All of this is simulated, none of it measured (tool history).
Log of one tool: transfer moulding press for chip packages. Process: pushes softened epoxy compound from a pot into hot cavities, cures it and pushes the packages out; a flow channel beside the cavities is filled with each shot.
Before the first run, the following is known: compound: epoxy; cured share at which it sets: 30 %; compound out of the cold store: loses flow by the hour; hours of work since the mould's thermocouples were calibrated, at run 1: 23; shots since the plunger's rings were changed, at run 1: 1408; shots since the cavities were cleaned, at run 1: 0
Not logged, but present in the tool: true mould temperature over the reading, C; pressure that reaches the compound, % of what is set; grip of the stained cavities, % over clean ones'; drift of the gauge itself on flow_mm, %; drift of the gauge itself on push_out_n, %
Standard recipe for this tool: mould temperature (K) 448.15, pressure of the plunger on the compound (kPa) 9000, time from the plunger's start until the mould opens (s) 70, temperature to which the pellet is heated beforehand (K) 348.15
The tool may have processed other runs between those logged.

run	day	mould temperature (K)	pressure of the plunger on the compound (kPa)	time from the plunger's start until the mould opens (s)	temperature to which the pellet is heated beforehand (K)	hours of work since the mould's thermocouples were calibrated	shots since the plunger's rings were changed	shots since the cavities were cleaned	incoming compound's hours out of the cold store	length that the compound runs in the flow channel (mm)	greatest force on the pins that push the packages out (N)
1	0.000	448.15	9000	70	348.15	23	1408	0	34.5	862	428
# day 1.212: cavities cleaned with cleaning compound and waxed
# day 2.425: cavities cleaned with cleaning compound and waxed
2	2.908	448.15	9000	70	348.15	74	2515	193	34.9	864	452
# day 3.712: cavities cleaned with cleaning compound and waxed
# day 4.071: plunger's sealing rings changed
# day 4.888: cavities cleaned with cleaning compound and waxed
3	5.104	448.15	9000	70	348.15	110	386	85	28.5	889	447
# day 6.062: cavities cleaned with cleaning compound and waxed
# day 7.275: cavities cleaned with cleaning compound and waxed
4	7.888	448.15	9000	70	348.15	159	1444	244	12.1	968	455
# day 8.396: cavities cleaned with cleaning compound and waxed
# day 9.571: cavities cleaned with cleaning compound and waxed
5	10.071	448.15	9000	70	348.15	197	2262	199	29.1	893	457
# day 10.738: cavities cleaned with cleaning compound and waxed
# day 11.946: plunger's sealing rings changed
# day 12.008: cavities cleaned with cleaning compound and waxed
6	12.417	448.15	9000	70	348.15	235	162	162	21.2	928	429
# day 13.117: cavities cleaned with cleaning compound and waxed
# day 14.229: cavities cleaned with cleaning compound and waxed
7	15.017	449.15	9000	70	348.15	281	1147	313	12.0	965	456
# day 15.304: cavities cleaned with cleaning compound and waxed
# day 16.583: cavities cleaned with cleaning compound and waxed
# day 17.854: cavities cleaned with cleaning compound and waxed
8	18.433	448.15	9000	70	348.15	340	2431	230	34.7	863	455
# day 19.000: cavities cleaned with cleaning compound and waxed
# day 19.925: plunger's sealing rings changed
# day 20.238: cavities cleaned with cleaning compound and waxed
9	20.875	452.15	9000	70	348.15	380	352	253	20.2	916	405
# day 21.538: cavities cleaned with cleaning compound and waxed
10	22.358	448.15	9000	62	348.15	406	918	326	8.4	989	583
# day 22.675: cavities cleaned with cleaning compound and waxed
# day 23.967: cavities cleaned with cleaning compound and waxed
# day 25.038: cavities cleaned with cleaning compound and waxed
11	25.038	448.15	9000	62	348.15	452	1909	0	24.8	912	549
# day 26.133: cavities cleaned with cleaning compound and waxed
# day 27.362: cavities cleaned with cleaning compound and waxed
12	27.421	448.15	9000	62	348.15	493	2807	24	21.8	926	558
# day 27.779: plunger's sealing rings changed
# day 28.783: cavities cleaned with cleaning compound and waxed
# day 30.079: cavities cleaned with cleaning compound and waxed
13	30.888	448.15	9000	62	340.15	552	1187	323	13.1	965	611

Run 14 comes next. What will it give?
# day 31.217: cavities cleaned with cleaning compound and waxed
# day 32.304: cavities cleaned with cleaning compound and waxed
14	33.150	454.15	9000	70	348.15	591	2036	336	20.6	?	?

{"run 14": {"length that the compound runs in the flow channel (mm)": 914, "greatest force on the pins that push the packages out (N)": 383}}
Had the tool carried no hidden state, the very same run would have given length that the compound runs in the flow channel (mm) 915, greatest force on the pins that push the packages out (N) 381.

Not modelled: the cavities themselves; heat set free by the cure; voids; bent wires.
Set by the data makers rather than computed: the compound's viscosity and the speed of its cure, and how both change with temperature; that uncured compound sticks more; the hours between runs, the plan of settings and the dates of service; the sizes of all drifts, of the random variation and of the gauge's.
